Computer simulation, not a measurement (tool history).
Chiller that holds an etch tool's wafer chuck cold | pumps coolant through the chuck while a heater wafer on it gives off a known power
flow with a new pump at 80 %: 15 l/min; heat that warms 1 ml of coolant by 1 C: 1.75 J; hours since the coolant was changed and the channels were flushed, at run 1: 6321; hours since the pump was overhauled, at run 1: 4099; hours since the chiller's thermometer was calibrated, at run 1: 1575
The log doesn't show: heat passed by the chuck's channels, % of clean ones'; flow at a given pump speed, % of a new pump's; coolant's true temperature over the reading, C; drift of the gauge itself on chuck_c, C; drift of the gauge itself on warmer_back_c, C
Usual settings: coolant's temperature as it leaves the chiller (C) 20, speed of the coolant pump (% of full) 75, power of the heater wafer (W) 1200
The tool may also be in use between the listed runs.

run,hour,coolant's temperature as it leaves the chiller (C),speed of the coolant pump (% of full),power of the heater wafer (W),hours since the coolant was changed and the channels were flushed,hours since the pump was overhauled,hours since the chiller's thermometer was calibrated,chuck's temperature once it has settled (K),how much warmer the coolant comes back (C)
1,0.0,20,75,1200,6321,4099,1575,302.45,3.08
2,80.0,20,75,1200,6401,4179,1655,302.75,3.14
3,132.1,20,75,1200,6453,4231,1707,302.65,3.11
4,233.2,20,75,1200,6554,4332,1808,302.65,3.07
5,321.8,20,75,1200,6643,4421,1897,302.55,3.09
6,375.1,20,75,1200,6696,4474,1950,302.55,3.17
7,474.2,20,79,1200,6795,4573,2049,302.35,3.02
8,570.9,24,75,1200,6892,4670,2146,306.65,3.15
# hour 643.7: chiller's thermometer calibrated
9,647.1,20,95,1200,6967,4745,3,301.45,2.48
10,715.2,20,95,1200,7035,4813,72,301.45,2.46
11,766.1,20,82,1200,7086,4864,122,302.45,2.89
12,838.0,20,75,1200,7158,4936,194,303.25,3.17
13,924.9,20,75,1200,7245,5023,281,303.25,3.15
14,1010.1,20,75,1200,7330,5108,366,303.15,3.17
15,1073.3,20,75,1200,7393,5171,430,303.05,3.17
16,1162.2,20,75,1200,7482,5260,519,303.25,3.15
17,1222.5,14,73,604,7542,5320,579,292.25,1.61
18,1313.5,13,68,609,7633,5411,670,291.65,1.80
19,1402.6,13,73,1066,7722,5501,759,295.25,2.96
20,1476.2,20,61,1200,7796,5574,833,304.95,3.86
21,1521.6,20,61,1200,7841,5619,878,304.95,3.89
22,1605.6,20,61,1200,7925,5704,962,304.95,3.93
23,1654.8,20,75,1727,7975,5753,1011,307.85,4.62
24,1704.5,26,80,1727,8024,5802,1061,312.95,4.26
25,1757.8,20,75,1220,8078,5856,1114,303.45,3.26
26,1817.1,20,94,1200,8137,5915,1173,301.85,2.57
27,1896.0,20,94,1200,8216,5994,1252,301.75,2.55
28,1987.6,19,76,755,8307,6086,1344,298.55,1.97
29,2049.0,19,76,755,8369,6147,1405,298.55,1.97
30,2139.1,16,76,960,8459,6237,1495,297.25,2.57
31,2224.5,16,76,960,8544,6322,1581,297.25,2.60

4 ways to go on from here, each from the tool as it stands after run 31. What would each give?
A,2297.1,16,69,1301,8617,6395,1653,?,?
B,2297.1,16,63,701,8617,6395,1653,?,?
C,2297.1,14,76,960,8617,6395,1653,?,?
D,2297.1,14,86,930,8617,6395,1653,?,?

run,chuck's temperature once it has settled (K),how much warmer the coolant comes back (C)
A,301.15,3.77
B,296.05,2.24
C,295.25,2.52
D,294.25,2.21
Without the tool's hidden state the same runs would have given:
run,chuck's temperature once it has settled (K),how much warmer the coolant comes back (C)
A,298.45,3.42
B,294.55,2.04
C,293.45,2.29
D,292.65,2.02
